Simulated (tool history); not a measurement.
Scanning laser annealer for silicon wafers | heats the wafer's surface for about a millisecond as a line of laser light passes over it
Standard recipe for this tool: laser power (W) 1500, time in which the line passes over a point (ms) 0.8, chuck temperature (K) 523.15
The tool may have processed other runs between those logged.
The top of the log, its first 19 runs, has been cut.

run	hour	laser power (W)	time in which the line passes over a point (ms)	chuck temperature (K)	hours of work since the window was cleaned	hours of work since the power meter was calibrated	hours of work since the optics were aligned	highest temperature of the surface (K)
20	1280.4	1500	0.906	523.15	663	2431	88	1267.15
# hour 1341.8: window over the wafer cleaned
21	1356.6	1500	0.721	534.15	11	2485	143	1226.15
22	1420.4	1500	0.721	534.15	58	2533	190	1221.15
23	1515.7	1500	0.721	534.15	129	2603	261	1220.15
24	1574	1356	0.721	543.15	172	2646	304	1153.15
25	1663.5	1356	0.721	543.15	238	2713	370	1152.15
26	1733.2	1500	0.948	523.15	290	2764	422	1311.15
27	1816.6	1500	0.948	523.15	352	2826	483	1306.15
28	1910.7	1613	0.8	561.15	421	2896	553	1321.15
29	2001.1	1314	0.722	502.15	488	2963	620	1078.15

What will run 30 give?
30	2072.5	1391	0.917	529.15	541	3016	673	?

{"run 30": {"highest temperature of the surface (K)": 1224.15}}
Take away the tool's hidden state, keep the run-to-run variation as it was, and the same run would have given highest temperature of the surface (K) 1270.15.

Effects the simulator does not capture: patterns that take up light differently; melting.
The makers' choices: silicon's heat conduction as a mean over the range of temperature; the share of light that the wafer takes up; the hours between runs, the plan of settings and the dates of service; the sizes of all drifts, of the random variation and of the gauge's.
